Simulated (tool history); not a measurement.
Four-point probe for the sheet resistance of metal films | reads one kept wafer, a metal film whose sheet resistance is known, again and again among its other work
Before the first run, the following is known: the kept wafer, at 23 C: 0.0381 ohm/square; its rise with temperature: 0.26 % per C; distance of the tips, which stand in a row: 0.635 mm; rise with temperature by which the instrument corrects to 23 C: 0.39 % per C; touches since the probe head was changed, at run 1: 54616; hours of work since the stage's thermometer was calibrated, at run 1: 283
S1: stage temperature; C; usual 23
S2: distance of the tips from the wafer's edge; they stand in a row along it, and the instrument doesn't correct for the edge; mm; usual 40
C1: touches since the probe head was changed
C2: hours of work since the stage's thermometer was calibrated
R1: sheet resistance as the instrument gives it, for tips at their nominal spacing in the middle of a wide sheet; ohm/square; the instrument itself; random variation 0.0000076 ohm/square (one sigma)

run,hour,S1,S2,C1,C2,R1
1,0,23,40,54616,283,0.038564
2,10.3,23,40,55129,289,0.03856
3,30.5,28,40,56135,302,0.038315
4,44.5,28,40,56834,311,0.038318
5,64.8,23,8,57844,323,0.038713
6,88.2,28,8,59006,338,0.038458
7,110.7,28,8,60126,352,0.038466
8,130.2,28,7,61102,364,0.038516
9,153.6,28,7,62263,379,0.038516
10,165.5,28,7,62860,386,0.038517
11,186.4,26,40,63900,399,0.038464
12,200.5,26,40,64601,408,0.038471
13,219,26,40,65522,419,0.038488
# hour 230.7: new probe head fitted
14,235.9,23,6,260,429,0.038295
15,251.7,23,6,1049,439,0.038288
16,262.5,23,10,1583,446,0.038142
17,283.6,23,54,2636,459,0.038071
18,300,23,40,3452,469,0.038083
19,314.6,23,40,4180,478,0.038073
20,330.3,23,8,4959,488,0.038223
21,346.1,23,17,5747,498,0.038125
22,358.9,23,40,6387,506,0.038102
23,370.8,25,3,6978,513,0.03889
24,395,21,26,8185,528,0.038213
25,415.2,21,26,9188,541,0.038217
26,435.5,23,7,10201,553,0.038289
27,450.8,34,3,10964,563,0.038462
28,469.2,20,30,11879,574,0.0383
29,493.7,19,3,13097,590,0.03927
30,515.2,22,40,14168,603,0.0382
31,526.5,22,13,14731,610,0.038252
32,546.5,21,33,15730,622,0.038275
33,569.2,32,40,16860,637,0.037711
34,587.6,22,48,17774,648,0.038217
35,601.9,33,35,18487,657,0.03768
36,618.2,33,35,19297,667,0.037682
37,643.2,20,40,20545,683,0.038334
38,668.5,29,12,21805,698,0.037935
39,691.7,20,5,22958,713,0.038688
40,716.8,19,5,24208,728,0.038763
41,732.8,23,24,25005,738,0.038226
42,750.8,35,5,25900,750,0.037943
43,773.5,34,10,27034,764,0.037759
44,798.4,30,20,28273,779,0.037889

Here are 5 independent what-if runs from the current tool condition. What would each one return?
A,811.4,26,18,28921,787,?
B,811.4,33,20,28921,787,?
C,811.4,23,3,28921,787,?
D,811.4,18,20,28921,787,?
E,811.4,28,18,28921,787,?

run,R1
A,0.03811
B,0.037762
C,0.03914
D,0.038523
E,0.037992
Take away the tool's hidden state, keep each run's random variation, and the runs would have read:
run,R1
A,0.037974
B,0.037627
C,0.039
D,0.038384
E,0.037856

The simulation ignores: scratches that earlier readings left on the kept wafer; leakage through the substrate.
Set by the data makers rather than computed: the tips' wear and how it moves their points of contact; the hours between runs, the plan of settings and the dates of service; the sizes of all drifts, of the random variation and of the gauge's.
